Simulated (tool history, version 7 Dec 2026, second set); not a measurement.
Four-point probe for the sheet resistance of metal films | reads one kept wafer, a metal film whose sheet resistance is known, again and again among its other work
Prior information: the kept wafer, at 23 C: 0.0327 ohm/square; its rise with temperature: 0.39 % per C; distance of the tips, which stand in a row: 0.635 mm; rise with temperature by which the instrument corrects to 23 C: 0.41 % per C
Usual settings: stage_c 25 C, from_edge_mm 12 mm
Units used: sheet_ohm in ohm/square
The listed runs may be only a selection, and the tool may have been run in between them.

run	hour	stage_c	from_edge_mm	sheet_ohm
1	0.0	25	12	0.032867
2	70.3	25	12	0.032854
3	144.4	25	4	0.033239
4	185.8	25	4	0.033249
5	243.3	25	12	0.032841
6	306.6	25	12	0.032846
7	372.3	25	12	0.032830
8	425.5	23	12	0.032847
# hour 431.4: stage's thermometer calibrated
9	483.6	26	56	0.032738
10	543.4	26	56	0.032754
11	601.5	19	28	0.032811
12	641.5	25	60	0.032764
13	699.0	27	5	0.033016
# hour 768.4: stage's thermometer calibrated, once more
14	768.4	27	5	0.033126
15	800.7	27	5	0.033112
16	852.6	27	5	0.033097

Branching from run 16: 3 alternative next runs. What would each branch give?
A	921.6	32	22	?
B	921.6	20	31	?
C	921.6	21	23	?

run	sheet_ohm
A	0.032805
B	0.032878
C	0.032868
Without the tool's unlogged condition, the same runs would have read:
run	sheet_ohm
A	0.032659
B	0.032731
C	0.032720

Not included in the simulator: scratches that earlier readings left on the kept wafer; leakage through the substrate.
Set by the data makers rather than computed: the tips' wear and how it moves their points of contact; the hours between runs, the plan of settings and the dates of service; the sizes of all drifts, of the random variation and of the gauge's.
